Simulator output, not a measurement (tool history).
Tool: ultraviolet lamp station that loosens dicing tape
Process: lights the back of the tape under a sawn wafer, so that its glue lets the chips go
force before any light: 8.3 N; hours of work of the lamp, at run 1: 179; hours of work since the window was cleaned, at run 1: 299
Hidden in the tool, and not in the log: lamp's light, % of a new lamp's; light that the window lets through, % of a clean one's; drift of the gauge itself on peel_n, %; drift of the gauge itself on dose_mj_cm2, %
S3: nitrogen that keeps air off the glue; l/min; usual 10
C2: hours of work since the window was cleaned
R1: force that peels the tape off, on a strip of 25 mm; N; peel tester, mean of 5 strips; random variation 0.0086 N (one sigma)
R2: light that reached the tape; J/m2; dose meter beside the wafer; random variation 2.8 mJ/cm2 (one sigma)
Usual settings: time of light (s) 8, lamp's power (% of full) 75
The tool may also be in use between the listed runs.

run 1 day=0.000 | time_of_light_(s)=8 lamp's_power_(%_of_full)=75 S3=10 | hours_of_work_of_the_lamp=179 C2=299 | R1=0.429 R2=3480
run 2 day=0.612 | time_of_light_(s)=8 lamp's_power_(%_of_full)=75 S3=10 | hours_of_work_of_the_lamp=190 C2=310 | R1=0.441 R2=3400
run 3 day=1.683 | time_of_light_(s)=8 lamp's_power_(%_of_full)=75 S3=10 | hours_of_work_of_the_lamp=210 C2=330 | R1=0.442 R2=3440
run 4 day=2.725 | time_of_light_(s)=8 lamp's_power_(%_of_full)=82 S3=10 | hours_of_work_of_the_lamp=229 C2=349 | R1=0.364 R2=3670
run 5 day=3.683 | time_of_light_(s)=8 lamp's_power_(%_of_full)=82 S3=10 | hours_of_work_of_the_lamp=247 C2=367 | R1=0.386 R2=3690
run 6 day=4.371 | time_of_light_(s)=8 lamp's_power_(%_of_full)=82 S3=10 | hours_of_work_of_the_lamp=260 C2=379 | R1=0.402 R2=3630
run 7 day=5.388 | time_of_light_(s)=8 lamp's_power_(%_of_full)=82 S3=10 | hours_of_work_of_the_lamp=279 C2=398 | R1=0.392 R2=3610
run 8 day=6.317 | time_of_light_(s)=8 lamp's_power_(%_of_full)=82 S3=10 | hours_of_work_of_the_lamp=296 C2=415 | R1=0.398 R2=3590
run 9 day=7.062 | time_of_light_(s)=8 lamp's_power_(%_of_full)=82 S3=10 | hours_of_work_of_the_lamp=310 C2=429 | R1=0.418 R2=3520
run 10 day=7.958 | time_of_light_(s)=8 lamp's_power_(%_of_full)=82 S3=10 | hours_of_work_of_the_lamp=326 C2=446 | R1=0.406 R2=3540
-- day=8.321 window cleaned of glue's vapour
run 11 day=8.646 | time_of_light_(s)=8 lamp's_power_(%_of_full)=82 S3=10 | hours_of_work_of_the_lamp=338 C2=6 | R1=0.337 R2=3930
run 12 day=9.675 | time_of_light_(s)=8 lamp's_power_(%_of_full)=75 S3=4 | hours_of_work_of_the_lamp=357 C2=25 | R1=0.803 R2=3550
run 13 day=10.292 | time_of_light_(s)=8 lamp's_power_(%_of_full)=75 S3=4 | hours_of_work_of_the_lamp=369 C2=36 | R1=0.782 R2=3560
run 14 day=10.983 | time_of_light_(s)=8 lamp's_power_(%_of_full)=75 S3=10 | hours_of_work_of_the_lamp=382 C2=49 | R1=0.422 R2=3530
run 15 day=11.846 | time_of_light_(s)=12 lamp's_power_(%_of_full)=75 S3=10 | hours_of_work_of_the_lamp=398 C2=65 | R1=0.224 R2=5170
run 16 day=12.600 | time_of_light_(s)=5 lamp's_power_(%_of_full)=75 S3=10 | hours_of_work_of_the_lamp=412 C2=79 | R1=1.071 R2=2160
run 17 day=13.500 | time_of_light_(s)=5 lamp's_power_(%_of_full)=75 S3=10 | hours_of_work_of_the_lamp=428 C2=96 | R1=1.080 R2=2180
run 18 day=14.233 | time_of_light_(s)=5 lamp's_power_(%_of_full)=75 S3=10 | hours_of_work_of_the_lamp=442 C2=109 | R1=1.085 R2=2120
run 19 day=14.883 | time_of_light_(s)=5 lamp's_power_(%_of_full)=75 S3=10 | hours_of_work_of_the_lamp=454 C2=121 | R1=1.149 R2=2140
run 20 day=15.938 | time_of_light_(s)=8 lamp's_power_(%_of_full)=75 S3=18 | hours_of_work_of_the_lamp=473 C2=141 | R1=0.336 R2=3360
run 21 day=16.542 | time_of_light_(s)=8 lamp's_power_(%_of_full)=75 S3=10 | hours_of_work_of_the_lamp=484 C2=152 | R1=0.454 R2=3340
run 22 day=17.079 | time_of_light_(s)=8 lamp's_power_(%_of_full)=75 S3=10 | hours_of_work_of_the_lamp=494 C2=162 | R1=0.454 R2=3360
run 23 day=17.650 | time_of_light_(s)=5 lamp's_power_(%_of_full)=75 S3=10 | hours_of_work_of_the_lamp=505 C2=172 | R1=1.116 R2=2070
run 24 day=18.121 | time_of_light_(s)=8 lamp's_power_(%_of_full)=89 S3=10 | hours_of_work_of_the_lamp=514 C2=181 | R1=0.346 R2=3930
run 25 day=18.892 | time_of_light_(s)=8 lamp's_power_(%_of_full)=89 S3=10 | hours_of_work_of_the_lamp=528 C2=195 | R1=0.345 R2=3920
run 26 day=19.575 | time_of_light_(s)=14 lamp's_power_(%_of_full)=89 S3=10 | hours_of_work_of_the_lamp=540 C2=208 | R1=0.205 R2=6770
run 27 day=20.654 | time_of_light_(s)=8 lamp's_power_(%_of_full)=68 S3=6 | hours_of_work_of_the_lamp=560 C2=228 | R1=0.827 R2=2890
run 28 day=21.358 | time_of_light_(s)=5 lamp's_power_(%_of_full)=86 S3=7 | hours_of_work_of_the_lamp=573 C2=241 | R1=1.201 R2=2340
run 29 day=22.271 | time_of_light_(s)=13 lamp's_power_(%_of_full)=75 S3=4 | hours_of_work_of_the_lamp=590 C2=258 | R1=0.385 R2=5200
run 30 day=22.825 | time_of_light_(s)=8 lamp's_power_(%_of_full)=75 S3=3 | hours_of_work_of_the_lamp=600 C2=268 | R1=1.181 R2=3210
run 31 day=23.596 | time_of_light_(s)=8 lamp's_power_(%_of_full)=72 S3=3 | hours_of_work_of_the_lamp=615 C2=282 | R1=1.357 R2=3050
run 32 day=24.400 | time_of_light_(s)=14 lamp's_power_(%_of_full)=83 S3=10 | hours_of_work_of_the_lamp=629 C2=297 | R1=0.217 R2=6060
run 33 day=25.367 | time_of_light_(s)=5 lamp's_power_(%_of_full)=65 S3=10 | hours_of_work_of_the_lamp=647 C2=315 | R1=1.562 R2=1690
run 34 day=25.992 | time_of_light_(s)=12 lamp's_power_(%_of_full)=75 S3=4 | hours_of_work_of_the_lamp=659 C2=326 | R1=0.486 R2=4660
run 35 day=26.638 | time_of_light_(s)=7 lamp's_power_(%_of_full)=79 S3=12 | hours_of_work_of_the_lamp=671 C2=338 | R1=0.554 R2=2810
run 36 day=27.200 | time_of_light_(s)=7 lamp's_power_(%_of_full)=79 S3=12 | hours_of_work_of_the_lamp=681 C2=349 | R1=0.580 R2=2800
run 37 day=28.008 | time_of_light_(s)=7 lamp's_power_(%_of_full)=65 S3=12 | hours_of_work_of_the_lamp=696 C2=364 | R1=0.832 R2=2260
run 38 day=28.788 | time_of_light_(s)=7 lamp's_power_(%_of_full)=65 S3=12 | hours_of_work_of_the_lamp=710 C2=378 | R1=0.865 R2=2290
run 39 day=29.542 | time_of_light_(s)=9 lamp's_power_(%_of_full)=75 S3=4 | hours_of_work_of_the_lamp=724 C2=392 | R1=0.874 R2=3340
run 40 day=30.321 | time_of_light_(s)=8 lamp's_power_(%_of_full)=75 S3=10 | hours_of_work_of_the_lamp=739 C2=406 | R1=0.568 R2=2960
run 41 day=30.888 | time_of_light_(s)=8 lamp's_power_(%_of_full)=75 S3=10 | hours_of_work_of_the_lamp=749 C2=417 | R1=0.567 R2=2950
run 42 day=31.454 | time_of_light_(s)=13 lamp's_power_(%_of_full)=98 S3=9 | hours_of_work_of_the_lamp=760 C2=427 | R1=0.208 R2=6250
run 43 day=32.050 | time_of_light_(s)=8 lamp's_power_(%_of_full)=90 S3=10 | hours_of_work_of_the_lamp=771 C2=438 | R1=0.420 R2=3530
run 44 day=32.596 | time_of_light_(s)=8 lamp's_power_(%_of_full)=64 S3=19 | hours_of_work_of_the_lamp=781 C2=448 | R1=0.547 R2=2430

Hidden state at the last listed run before each entry between runs and at the first one after, where it differs:
Between runs 10 and 11: window cleaned of glue's vapour (day 8.321)
  lamp's light, % of a new lamp's: 93.5 -> 93.3; light that the window lets through, % of a clean one's: 89.3 -> 99.5
  measured less the result without the state, R1: +0.109 -> +0.037 N; R2: -690 -> -300 J/m2
